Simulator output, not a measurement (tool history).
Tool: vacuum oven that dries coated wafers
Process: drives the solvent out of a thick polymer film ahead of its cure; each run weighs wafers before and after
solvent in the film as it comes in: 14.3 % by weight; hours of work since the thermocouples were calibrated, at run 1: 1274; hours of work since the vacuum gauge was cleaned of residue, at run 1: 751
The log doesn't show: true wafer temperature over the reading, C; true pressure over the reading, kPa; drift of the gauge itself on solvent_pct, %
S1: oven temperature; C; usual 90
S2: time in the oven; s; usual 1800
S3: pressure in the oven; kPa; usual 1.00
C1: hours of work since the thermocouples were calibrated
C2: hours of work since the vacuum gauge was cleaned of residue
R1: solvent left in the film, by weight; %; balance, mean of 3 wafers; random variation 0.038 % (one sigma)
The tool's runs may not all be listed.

run    hour   S1    S2    S3    C1    C2    R1
  1     0.0   90  1800  1.00  1274   751  1.89
  2    45.2   90  1800  1.00  1302   779  1.88
  3    68.1   90  1800  1.66  1316   793  2.37
  4    99.8   90  1800  1.66  1336   812  2.32
  5   133.2   90  2040  1.00  1357   833  1.60
  6   156.4   90  2040  1.00  1371   848  1.57
  7   199.4   90  2040  1.00  1398   874  1.56
  8   237.6   90  2820  1.00  1421   898  1.12
      252.9  -- oven's thermocouples calibrated
  9   262.1   90  2820  1.00     6   912  1.38
 10   298.5   84  2820  1.00    28   934  2.55
 11   324.5   84  2820  1.43    44   951  2.85
 12   359.4   84  2820  1.43    66   972  2.90
 13   399.2   90  1800  1.00    91   997  2.24
 14   436.8  100  1800  1.00   114  1020  0.87
 15   466.0  100  1800  1.00   132  1038  0.89
 16   507.7  100  1800  1.00   158  1064  0.86
 17   550.1  100  1800  1.00   184  1091  0.90
 18   586.6  100  1800  1.00   207  1113  0.83
 19   610.2  100  1800  1.00   222  1128  0.92
 20   637.8  100  1800  1.00   239  1145  0.82
 21   675.0   77  1800  1.00   262  1168  6.06
 22   717.7   80  1800  1.00   288  1194  5.01
 23   759.7   81  1800  1.00   314  1221  4.79
 24   780.5   90  1800  1.00   327  1233  2.16
 25   800.1   87  2220  1.44   339  1246  2.66
 26   844.6   87  2220  1.44   367  1273  2.70
 27   883.1   79  1800  1.00   391  1297  5.36
 28   907.2   94  1800  2.52   406  1312  2.42
 29   944.9   94  1800  2.52   429  1335  2.50
 30   984.7   94  1800  2.52   454  1360  2.51
 31  1022.8   90   900  1.00   478  1384  4.57
 32  1070.3  100  1800  0.57   507  1413  0.63
     1075.4  -- vacuum gauge cleaned of residue and calibrated
 33  1099.9  100  1020  1.60   524    15  1.95
 34  1143.7   90  1800  2.40   552    42  3.28
 35  1182.8   80  1200  0.65   576    67  6.41
 36  1202.2   76  1200  2.99   588    79  9.27
 37  1221.9   76  1200  2.99   600    91  9.29

Run 38 comes next. What will it give?
 38  1254.3  90  1320  2.05  620  111   ?

Run 38 gave R1 3.79 %.
Without the tool's hidden state the same run would have given R1 3.83 %.
